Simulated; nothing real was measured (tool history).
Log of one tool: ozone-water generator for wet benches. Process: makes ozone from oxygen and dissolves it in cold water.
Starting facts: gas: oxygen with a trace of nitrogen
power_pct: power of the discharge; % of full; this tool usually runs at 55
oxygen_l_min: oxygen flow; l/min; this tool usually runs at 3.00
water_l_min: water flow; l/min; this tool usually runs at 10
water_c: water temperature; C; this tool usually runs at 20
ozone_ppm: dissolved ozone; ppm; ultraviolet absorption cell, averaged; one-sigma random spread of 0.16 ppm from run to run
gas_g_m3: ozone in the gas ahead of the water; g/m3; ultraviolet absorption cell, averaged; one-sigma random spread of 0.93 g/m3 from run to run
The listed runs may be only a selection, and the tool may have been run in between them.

Run 1, hour 0.0: usual settings. Result: ozone_ppm 20.7 ppm, gas_g_m3 158.8 g/m3.
Run 2, hour 41.2: usual settings but water_l_min 8 l/min. Result: ozone_ppm 22.9 ppm, gas_g_m3 156.6 g/m3.
Run 3, hour 77.0: usual settings but water_l_min 8 l/min. Result: ozone_ppm 23.3 ppm, gas_g_m3 158.0 g/m3.
Run 4, hour 106.0: usual settings but water_l_min 8 l/min. Result: ozone_ppm 23.2 ppm, gas_g_m3 157.8 g/m3.
Run 5, hour 134.2: usual settings but water_l_min 8 l/min. Result: ozone_ppm 23.1 ppm, gas_g_m3 158.0 g/m3.
Run 6, hour 171.3: usual settings but water_l_min 8 l/min. Result: ozone_ppm 23.5 ppm, gas_g_m3 157.3 g/m3.
Run 7, hour 223.3: usual settings but water_l_min 8 l/min. Result: ozone_ppm 23.3 ppm, gas_g_m3 159.3 g/m3.
Run 8, hour 273.9: usual settings but water_l_min 8 l/min. Result: ozone_ppm 23.2 ppm, gas_g_m3 160.4 g/m3.
Run 9, hour 315.7: usual settings but water_l_min 8 l/min. Result: ozone_ppm 23.3 ppm, gas_g_m3 159.4 g/m3.
Run 10, hour 368.1: usual settings but water_l_min 8 l/min. Result: ozone_ppm 23.1 ppm, gas_g_m3 157.7 g/m3.
Run 11, hour 397.4: usual settings but power_pct 46 % of full. Result: ozone_ppm 18.0 ppm, gas_g_m3 139.7 g/m3.
Run 12, hour 426.4: usual settings but power_pct 46 % of full. Result: ozone_ppm 17.9 ppm, gas_g_m3 140.9 g/m3.
Run 13, hour 455.5: usual settings but power_pct 46 % of full. Result: ozone_ppm 18.0 ppm, gas_g_m3 140.7 g/m3.
Run 14, hour 495.6: usual settings but power_pct 46 % of full. Result: ozone_ppm 17.8 ppm, gas_g_m3 142.0 g/m3.
Run 15, hour 524.2: usual settings but oxygen_l_min 2.69 l/min. Result: ozone_ppm 20.4 ppm, gas_g_m3 170.9 g/m3.
Run 16, hour 582.9: usual settings but oxygen_l_min 2.69 l/min. Result: ozone_ppm 20.6 ppm, gas_g_m3 168.9 g/m3.
Run 17, hour 630.8: usual settings but oxygen_l_min 2.69 l/min. Result: ozone_ppm 20.0 ppm, gas_g_m3 169.9 g/m3.
Run 18, hour 673.7: usual settings but power_pct 59 % of full, water_l_min 16 l/min. Result: ozone_ppm 15.1 ppm, gas_g_m3 168.6 g/m3.
Run 19, hour 727.2: usual settings but oxygen_l_min 2.67 l/min. Result: ozone_ppm 20.5 ppm, gas_g_m3 170.2 g/m3.
Run 20, hour 762.9: usual settings but power_pct 50 % of full, oxygen_l_min 1.86 l/min, water_l_min 13 l/min, water_c 21 C. Result: ozone_ppm 15.0 ppm, gas_g_m3 190.9 g/m3.
Run 21, hour 821.9: usual settings but power_pct 84 % of full, oxygen_l_min 5.24 l/min. Result: ozone_ppm 26.4 ppm, gas_g_m3 165.2 g/m3.
Run 22, hour 879.0: usual settings but power_pct 79 % of full, oxygen_l_min 5.24 l/min, water_l_min 7 l/min. Result: ozone_ppm 29.8 ppm, gas_g_m3 159.6 g/m3.
Run 23, hour 925.2: usual settings but power_pct 79 % of full, oxygen_l_min 5.24 l/min, water_l_min 7 l/min. Result: ozone_ppm 29.8 ppm, gas_g_m3 158.3 g/m3.
At hour 956.0: gauge calibrated.
Run 24, hour 960.3: usual settings. Result: ozone_ppm 20.4 ppm, gas_g_m3 156.4 g/m3.
Run 25, hour 1019.4: usual settings but oxygen_l_min 2.05 l/min, water_c 17 C. Result: ozone_ppm 20.7 ppm, gas_g_m3 191.3 g/m3.
Run 26, hour 1063.2: usual settings but power_pct 76 % of full, oxygen_l_min 2.05 l/min, water_l_min 8 l/min, water_c 17 C. Result: ozone_ppm 30.4 ppm, gas_g_m3 239.6 g/m3.
Run 27, hour 1091.8: usual settings but oxygen_l_min 2.43 l/min, water_l_min 12 l/min, water_c 22 C. Result: ozone_ppm 17.3 ppm, gas_g_m3 176.2 g/m3.
Run 28, hour 1146.9: usual settings but power_pct 97 % of full, oxygen_l_min 1.96 l/min. Result: ozone_ppm 30.1 ppm, gas_g_m3 291.6 g/m3.
Run 29, hour 1174.7: usual settings but water_l_min 8 l/min, water_c 14 C. Result: ozone_ppm 25.8 ppm, gas_g_m3 159.3 g/m3.
Run 30, hour 1220.0: usual settings but water_l_min 8 l/min, water_c 14 C. Result: ozone_ppm 25.8 ppm, gas_g_m3 159.0 g/m3.
Run 31, hour 1261.3: usual settings but water_l_min 8 l/min, water_c 14 C. Result: ozone_ppm 25.8 ppm, gas_g_m3 158.9 g/m3.
Run 32, hour 1291.8: usual settings but water_l_min 8 l/min, water_c 14 C. Result: ozone_ppm 25.4 ppm, gas_g_m3 159.5 g/m3.
Run 33, hour 1336.1: usual settings but power_pct 51 % of full, water_l_min 8 l/min, water_c 27 C. Result: ozone_ppm 19.1 ppm, gas_g_m3 151.5 g/m3.

Table of differences, measured result less the result of that run with no hidden state. Run-to-run variation is the same in both. Gauge scatter possibly is not:
Hidden conditions of the tool in this case: yield of the discharge, % of new electrodes'; contactor's efficiency, % of a clean one's; true water temperature over the reading, C; drift of the gauge itself on ozone_ppm, %; drift of the gauge itself on gas_g_m3, %.
run  gas_g_m3
  1      -0.1
  2      +0.1
  3      +0.3
  4      +0.4
  5      +0.5
  6      +0.7
  7      +1.0
  8      +1.3
  9      +1.4
 10      +1.7
 11      +1.6
 12      +1.7
 13      +1.9
 14      +2.1
 15      +2.6
 16      +2.9
 17      +3.1
 18      +3.3
 19      +3.7
 20      +4.3
 21      +4.0
 22      +4.1
 23      +4.2
 24      -0.1
 25      +0.2
 26      +0.6
 27      +0.6
 28      +1.4
 29      +1.0
 30      +1.1
 31      +1.4
 32      +1.5
 33      +1.6
ozone_ppm without the hidden state stays within 0.1 ppm of what was measured, in all runs.

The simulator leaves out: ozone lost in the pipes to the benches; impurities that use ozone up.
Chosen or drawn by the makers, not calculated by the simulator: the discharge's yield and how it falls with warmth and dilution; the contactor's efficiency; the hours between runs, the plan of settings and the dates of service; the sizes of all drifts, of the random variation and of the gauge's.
